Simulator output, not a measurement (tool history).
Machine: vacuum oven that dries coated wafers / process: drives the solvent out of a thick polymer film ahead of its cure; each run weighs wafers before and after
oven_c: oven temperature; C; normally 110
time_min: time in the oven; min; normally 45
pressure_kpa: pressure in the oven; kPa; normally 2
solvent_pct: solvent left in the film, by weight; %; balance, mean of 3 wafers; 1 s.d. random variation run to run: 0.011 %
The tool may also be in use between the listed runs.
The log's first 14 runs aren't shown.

run 15 hour=1035.3 | oven_c=110 time_min=45 pressure_kpa=2 | solvent_pct=2.03
run 16 hour=1087.2 | oven_c=110 time_min=45 pressure_kpa=2 | solvent_pct=2.04
run 17 hour=1162.1 | oven_c=110 time_min=45 pressure_kpa=2 | solvent_pct=2.04
run 18 hour=1220.2 | oven_c=110 time_min=49 pressure_kpa=2 | solvent_pct=1.78
run 19 hour=1308.3 | oven_c=110 time_min=45 pressure_kpa=2 | solvent_pct=2.07
run 20 hour=1412 | oven_c=113 time_min=44 pressure_kpa=2 | solvent_pct=1.63
run 21 hour=1508.5 | oven_c=113 time_min=44 pressure_kpa=2 | solvent_pct=1.63
run 22 hour=1586.3 | oven_c=97 time_min=44 pressure_kpa=1.71 | solvent_pct=5.46
run 23 hour=1675.6 | oven_c=97 time_min=44 pressure_kpa=1.71 | solvent_pct=5.47
run 24 hour=1763.1 | oven_c=97 time_min=44 pressure_kpa=1.71 | solvent_pct=5.49
run 25 hour=1820.9 | oven_c=117 time_min=57 pressure_kpa=2 | solvent_pct=0.69
run 26 hour=1903 | oven_c=119 time_min=27 pressure_kpa=1.23 | solvent_pct=2.2
-- hour=1931.6 oven's thermocouples calibrated
run 27 hour=1958.9 | oven_c=103 time_min=29 pressure_kpa=4.07 | solvent_pct=6.41
run 28 hour=2072.5 | oven_c=110 time_min=29 pressure_kpa=1.62 | solvent_pct=3.92
run 29 hour=2160.9 | oven_c=110 time_min=29 pressure_kpa=1.62 | solvent_pct=3.96
run 30 hour=2216.5 | oven_c=120 time_min=33 pressure_kpa=1.65 | solvent_pct=1.37
run 31 hour=2283.9 | oven_c=120 time_min=33 pressure_kpa=1.65 | solvent_pct=1.35
run 32 hour=2394.5 | oven_c=99 time_min=22 pressure_kpa=1.89 | solvent_pct=8.66
run 33 hour=2464 | oven_c=99 time_min=22 pressure_kpa=1.89 | solvent_pct=8.7
run 34 hour=2527 | oven_c=99 time_min=22 pressure_kpa=1.89 | solvent_pct=8.71
run 35 hour=2636.7 | oven_c=107 time_min=41 pressure_kpa=1.11 | solvent_pct=2.89
-- hour=2682.3 vacuum gauge cleaned of residue and calibrated
run 36 hour=2690 | oven_c=107 time_min=41 pressure_kpa=1.11 | solvent_pct=2.85
run 37 hour=2767.6 | oven_c=110 time_min=72 pressure_kpa=2 | solvent_pct=0.87
run 38 hour=2817.8 | oven_c=110 time_min=72 pressure_kpa=2 | solvent_pct=0.87

4 ways to go on from here, each from the tool as it stands after run 38. What would each give?
run A hour=2869 | oven_c=122 time_min=45 pressure_kpa=2 | solvent_pct=?
run B hour=2869 | oven_c=124 time_min=45 pressure_kpa=2 | solvent_pct=?
run C hour=2869 | oven_c=105 time_min=70 pressure_kpa=6.14 | solvent_pct=?
run D hour=2869 | oven_c=115 time_min=35 pressure_kpa=1 | solvent_pct=?

run=A solvent_pct=0.6
run=B solvent_pct=0.5
run=C solvent_pct=2.63
run=D solvent_pct=1.85
Had the tool no hidden state, the same runs would have come out as:
run=A solvent_pct=0.55
run=B solvent_pct=0.47
run=C solvent_pct=2.5
run=D solvent_pct=1.72
